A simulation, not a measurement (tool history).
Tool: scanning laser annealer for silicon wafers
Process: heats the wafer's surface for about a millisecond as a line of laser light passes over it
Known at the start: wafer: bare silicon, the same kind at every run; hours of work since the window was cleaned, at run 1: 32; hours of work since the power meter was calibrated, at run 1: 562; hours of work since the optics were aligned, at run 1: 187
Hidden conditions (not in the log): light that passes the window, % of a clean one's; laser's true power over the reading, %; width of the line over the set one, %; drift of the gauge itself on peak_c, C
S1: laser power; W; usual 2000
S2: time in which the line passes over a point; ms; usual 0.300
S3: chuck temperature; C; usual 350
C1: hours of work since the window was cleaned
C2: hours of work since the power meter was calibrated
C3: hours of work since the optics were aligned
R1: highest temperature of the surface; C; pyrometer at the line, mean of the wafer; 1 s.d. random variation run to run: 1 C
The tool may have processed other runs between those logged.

| run | hour | S1 | S2 | S3 | C1 | C2 | C3 | R1 |
|---|---|---|---|---|---|---|---|---|
| 1 | 0.0 | 2000 | 0.300 | 350 | 32 | 562 | 187 | 1130 |
| 2 | 47.7 | 2000 | 0.300 | 350 | 67 | 597 | 222 | 1131 |
| 3 | 75.7 | 2000 | 0.300 | 350 | 88 | 617 | 243 | 1131 |
| 4 | 107.5 | 2104 | 0.300 | 350 | 111 | 641 | 266 | 1168 |
| 5 | 128.9 | 2104 | 0.300 | 350 | 127 | 656 | 282 | 1166 |
| 6 | 155.9 | 2104 | 0.300 | 350 | 147 | 676 | 302 | 1164 |
| 7 | 204.9 | 2000 | 0.300 | 350 | 182 | 712 | 337 | 1128 |
| 8 | 251.1 | 2000 | 0.300 | 364 | 216 | 746 | 371 | 1138 |
|  | 259.6 | optics aligned, line set to its width |
| 9 | 287.3 | 2000 | 0.300 | 364 | 239 | 769 | 20 | 1135 |
| 10 | 309.0 | 2000 | 0.308 | 350 | 255 | 784 | 36 | 1135 |
| 11 | 329.3 | 2000 | 0.300 | 342 | 270 | 799 | 51 | 1111 |
|  | 367.3 | optics aligned, line set to its width, once more |
| 12 | 368.1 | 2000 | 0.300 | 342 | 295 | 824 | 1 | 1119 |
| 13 | 404.8 | 2000 | 0.300 | 350 | 322 | 851 | 27 | 1128 |
| 14 | 430.7 | 2000 | 0.300 | 350 | 341 | 870 | 46 | 1125 |
| 15 | 456.3 | 1726 | 0.213 | 384 | 359 | 889 | 65 | 937 |
| 16 | 500.8 | 1726 | 0.213 | 384 | 392 | 921 | 98 | 934 |
| 17 | 531.0 | 1726 | 0.213 | 384 | 414 | 943 | 120 | 933 |
| 18 | 558.1 | 1726 | 0.213 | 377 | 434 | 963 | 140 | 927 |
| 19 | 604.7 | 1747 | 0.347 | 377 | 468 | 997 | 174 | 1120 |
| 20 | 649.2 | 1747 | 0.347 | 377 | 501 | 1030 | 206 | 1118 |
| 21 | 687.7 | 2195 | 0.300 | 350 | 529 | 1058 | 235 | 1195 |
| 22 | 722.3 | 2110 | 0.300 | 381 | 554 | 1084 | 260 | 1193 |
| 23 | 761.2 | 2110 | 0.300 | 381 | 583 | 1112 | 289 | 1195 |
| 24 | 796.2 | 2134 | 0.226 | 361 | 608 | 1138 | 314 | 1053 |
| 25 | 839.8 | 2000 | 0.260 | 348 | 640 | 1170 | 346 | 1054 |
| 26 | 868.3 | 2000 | 0.260 | 342 | 661 | 1191 | 367 | 1048 |
| 27 | 910.1 | 2000 | 0.212 | 376 | 692 | 1221 | 398 | 1002 |
| 28 | 936.1 | 1932 | 0.300 | 390 | 711 | 1240 | 417 | 1134 |

Each row is a separate what-if for the run after 28, all from the same tool condition, not one after another. Results?
| A | 977.1 | 1770 | 0.300 | 350 | 741 | 1270 | 447 | ? |
| B | 977.1 | 1968 | 0.224 | 326 | 741 | 1270 | 447 | ? |
| C | 977.1 | 2099 | 0.247 | 390 | 741 | 1270 | 447 | ? |

| run | R1 |
|---|---|
| A | 1034 |
| B | 961 |
| C | 1104 |
Take away the tool's hidden state, keep each run's random variation, and the runs would have read:
| run | R1 |
|---|---|
| A | 1049 |
| B | 975 |
| C | 1119 |
